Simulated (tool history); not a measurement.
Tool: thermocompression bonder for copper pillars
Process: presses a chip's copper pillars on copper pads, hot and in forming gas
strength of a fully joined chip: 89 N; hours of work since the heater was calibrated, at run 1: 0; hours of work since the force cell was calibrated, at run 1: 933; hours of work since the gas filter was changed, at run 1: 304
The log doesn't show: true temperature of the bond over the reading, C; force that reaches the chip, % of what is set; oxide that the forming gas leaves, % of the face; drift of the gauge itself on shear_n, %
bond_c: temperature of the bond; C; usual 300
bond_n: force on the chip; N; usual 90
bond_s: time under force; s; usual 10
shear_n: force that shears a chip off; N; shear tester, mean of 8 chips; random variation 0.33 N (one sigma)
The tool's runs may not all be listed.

| run | hour | bond_c | bond_n | bond_s | hours of work since the heater was calibrated | hours of work since the force cell was calibrated | hours of work since the gas filter was changed | shear_n |
|---|---|---|---|---|---|---|---|---|
| 1 | 0 | 300 | 90 | 10 | 0 | 933 | 304 | 32.8 |
| 2 | 73.7 | 300 | 90 | 10 | 51 | 984 | 356 | 32.5 |
| 3 | 111 | 300 | 90 | 10 | 77 | 1010 | 382 | 32.4 |
| 4 | 163.3 | 324 | 90 | 10 | 113 | 1046 | 418 | 41 |
|  | 185.8 | forming gas filter changed |
| 5 | 227 | 300 | 77 | 10 | 157 | 1090 | 29 | 30 |
| 6 | 293.9 | 300 | 90 | 10 | 204 | 1137 | 75 | 34.7 |
| 7 | 338.2 | 300 | 90 | 10 | 235 | 1168 | 106 | 34.4 |
| 8 | 378.5 | 300 | 90 | 14 | 263 | 1196 | 134 | 39.1 |
|  | 419.2 | force cell calibrated |
| 9 | 448.7 | 300 | 90 | 10 | 310 | 21 | 182 | 36.9 |
| 10 | 533.7 | 300 | 90 | 10 | 369 | 80 | 241 | 35.5 |
| 11 | 578.1 | 300 | 90 | 10 | 400 | 110 | 271 | 35.6 |
| 12 | 651.3 | 300 | 90 | 10 | 451 | 161 | 322 | 35.2 |
| 13 | 688.5 | 300 | 90 | 10 | 477 | 187 | 348 | 35.5 |
| 14 | 768.6 | 300 | 90 | 10 | 532 | 243 | 404 | 34.6 |
|  | 810.2 | forming gas filter changed |
| 15 | 826.1 | 300 | 90 | 10 | 572 | 282 | 11 | 39.2 |
| 16 | 904 | 300 | 90 | 10 | 626 | 336 | 65 | 37.8 |
| 17 | 959.5 | 300 | 63 | 10 | 665 | 375 | 104 | 28 |
| 18 | 1000.5 | 300 | 63 | 10 | 693 | 403 | 132 | 27.5 |
|  | 1026.2 | heater calibrated with a thermocouple chip |
| 19 | 1071.3 | 300 | 63 | 10 | 31 | 451 | 180 | 24.8 |
| 20 | 1151.3 | 314 | 73 | 15 | 87 | 507 | 236 | 38.3 |
| 21 | 1205.9 | 314 | 73 | 15 | 125 | 545 | 273 | 38 |
| 22 | 1256 | 279 | 104 | 15 | 160 | 580 | 308 | 34.7 |
| 23 | 1329.4 | 316 | 104 | 15 | 211 | 631 | 359 | 50.2 |
| 24 | 1364.7 | 316 | 62 | 19 | 235 | 655 | 384 | 36.2 |
|  | 1441.3 | forming gas filter changed |
| 25 | 1442.4 | 270 | 62 | 19 | 289 | 709 | 1 | 22.3 |
| 26 | 1526.8 | 317 | 62 | 28 | 347 | 767 | 59 | 46 |
| 27 | 1607.1 | 317 | 62 | 28 | 403 | 823 | 115 | 45.7 |
| 28 | 1643.5 | 307 | 92 | 19 | 428 | 848 | 140 | 49.2 |
| 29 | 1723.9 | 272 | 127 | 10 | 484 | 904 | 196 | 34.5 |
| 30 | 1785.1 | 272 | 127 | 10 | 527 | 947 | 239 | 33.7 |
| 31 | 1865.7 | 273 | 89 | 10 | 583 | 1003 | 295 | 24.4 |
| 32 | 1923.8 | 328 | 73 | 24 | 623 | 1043 | 335 | 51.7 |
| 33 | 1978.5 | 329 | 109 | 10 | 661 | 1081 | 373 | 52.2 |
|  | 2054.9 | heater calibrated with a thermocouple chip |
|  | 2067.1 | forming gas filter changed |
| 34 | 2067.1 | 274 | 119 | 10 | 8 | 1141 | 0 | 32.7 |
| 35 | 2132.7 | 320 | 60 | 20 | 54 | 1186 | 46 | 39.2 |
|  | 2185.6 | force cell calibrated |
| 36 | 2217.3 | 320 | 60 | 20 | 111 | 22 | 103 | 42.6 |
| 37 | 2297.7 | 320 | 60 | 20 | 167 | 78 | 159 | 41.6 |
| 38 | 2338.1 | 320 | 60 | 20 | 195 | 106 | 187 | 41.8 |

4 ways to go on from here, each from the tool as it stands after run 38. What would each give?
| A | 2411.3 | 300 | 90 | 8 | 246 | 157 | 238 | ? |
| B | 2411.3 | 300 | 90 | 5 | 246 | 157 | 238 | ? |
| C | 2411.3 | 294 | 80 | 5 | 246 | 157 | 238 | ? |
| D | 2411.3 | 323 | 64 | 17 | 246 | 157 | 238 | ? |

| run | shear_n |
|---|---|
| A | 33.4 |
| B | 27.2 |
| C | 22.8 |
| D | 42.3 |
Without the tool's hidden state the same runs would have given:
| run | shear_n |
|---|---|
| A | 34.9 |
| B | 28.4 |
| C | 23.8 |
| D | 44.4 |
